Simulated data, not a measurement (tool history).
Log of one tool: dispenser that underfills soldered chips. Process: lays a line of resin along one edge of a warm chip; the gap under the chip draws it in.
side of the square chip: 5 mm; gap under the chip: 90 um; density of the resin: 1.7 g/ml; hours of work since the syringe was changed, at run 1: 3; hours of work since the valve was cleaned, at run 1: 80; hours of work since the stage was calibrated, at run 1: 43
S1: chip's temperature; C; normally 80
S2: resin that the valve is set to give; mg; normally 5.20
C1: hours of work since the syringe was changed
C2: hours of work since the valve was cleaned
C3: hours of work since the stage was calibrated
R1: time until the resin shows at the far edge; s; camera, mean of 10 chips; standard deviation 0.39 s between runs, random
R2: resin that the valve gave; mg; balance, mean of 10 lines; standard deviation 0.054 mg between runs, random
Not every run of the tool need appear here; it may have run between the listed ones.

run,hour,S1,S2,C1,C2,C3,R1,R2
1,0.0,80,5.20,3,80,43,34.2,4.94
# hour 8.9: new syringe of resin
2,10.9,92,5.20,2,88,51,16.1,4.91
# hour 21.5: new syringe of resin
3,26.5,92,5.20,4,100,63,18.8,4.63
# hour 34.5: new syringe of resin
4,39.7,80,4.64,4,111,73,36.6,4.09
5,46.4,80,4.64,9,116,78,56.2,4.14
# hour 47.4: new syringe of resin
6,55.2,80,5.58,6,122,85,40.4,4.97
# hour 59.8: new syringe of resin
# hour 66.0: dispensing valve cleaned and set on the balance
7,69.4,80,5.58,7,3,95,40.9,5.53
# hour 73.7: new syringe of resin
8,79.0,80,5.20,4,10,103,34.8,5.22
# hour 85.9: new syringe of resin
9,85.9,80,5.20,0,15,108,24.7,5.19
10,93.2,80,5.20,6,21,113,38.3,5.12
# hour 98.7: new syringe of resin
11,107.9,83,5.20,7,32,125,37.3,5.09
# hour 111.1: new syringe of resin
12,122.8,80,5.20,9,44,136,50.8,5.01
# hour 123.9: new syringe of resin
# hour 136.8: new syringe of resin
13,137.3,80,5.20,0,54,147,26.1,4.99
14,148.5,80,5.20,9,63,156,50.6,4.98
# hour 150.0: new syringe of resin
15,155.7,80,6.12,4,69,161,34.7,5.78
# hour 162.7: new syringe of resin
16,164.2,80,5.20,1,75,168,28.1,4.91
17,173.9,80,5.20,9,83,175,49.1,4.90
# hour 175.4: new syringe of resin
# hour 188.3: new syringe of resin
18,189.7,90,4.55,1,94,187,17.8,4.23
19,197.1,77,5.32,7,100,193,49.4,4.83
# hour 201.2: new syringe of resin
20,206.3,77,5.32,4,107,200,39.4,4.83
# hour 214.1: new syringe of resin
21,217.6,82,5.48,3,116,208,27.3,4.86
# hour 227.1: new syringe of resin
22,232.4,82,6.68,4,127,220,29.2,5.92
# hour 237.3: dispensing valve cleaned and set on the balance
# hour 240.8: new syringe of resin
23,240.8,82,6.68,0,2,225,21.5,6.66
# hour 253.0: new syringe of resin
24,255.8,89,4.85,2,14,237,19.3,4.84
25,263.3,89,6.45,8,20,243,27.9,6.37
# hour 266.0: new syringe of resin
26,276.5,80,6.42,8,30,253,43.8,6.27
# hour 279.0: new syringe of resin
27,290.0,78,4.56,9,40,263,54.2,4.40
# hour 291.7: new syringe of resin
28,298.1,82,5.20,5,46,269,33.8,4.93
# hour 304.0: new syringe of resin
29,308.7,80,4.66,4,54,277,32.7,4.47
# hour 316.6: new syringe of resin
30,323.2,68,6.25,5,66,288,64.0,5.95
# hour 329.4: new syringe of resin
31,330.4,68,6.25,1,71,294,46.3,5.92
32,340.6,80,6.70,9,79,302,46.9,6.28
# hour 342.5: new syringe of resin
33,353.7,70,6.50,9,89,312,77.0,6.05
# hour 355.1: new syringe of resin
# hour 368.2: new syringe of resin
34,368.2,70,6.19,0,100,323,40.1,5.62

Each row is a separate what-if for the run after 34, all from the same tool condition, not one after another. Results?
# hour 381.3: new syringe of resin
A,383.8,80,4.94,2,112,335,?,?
# hour 381.3: new syringe of resin
B,383.8,70,6.06,2,112,335,?,?
# hour 381.3: new syringe of resin
C,383.8,67,5.83,2,112,335,?,?
# hour 381.3: new syringe of resin
D,383.8,75,6.44,2,112,335,?,?

run,R1,R2
A,28.5,4.41
B,45.8,5.51
C,53.5,5.20
D,33.9,5.78
Without the tool's hidden state the same runs would have given:
run,R1,R2
A,25.9,4.86
B,42.8,6.08
C,49.8,5.74
D,31.7,6.38
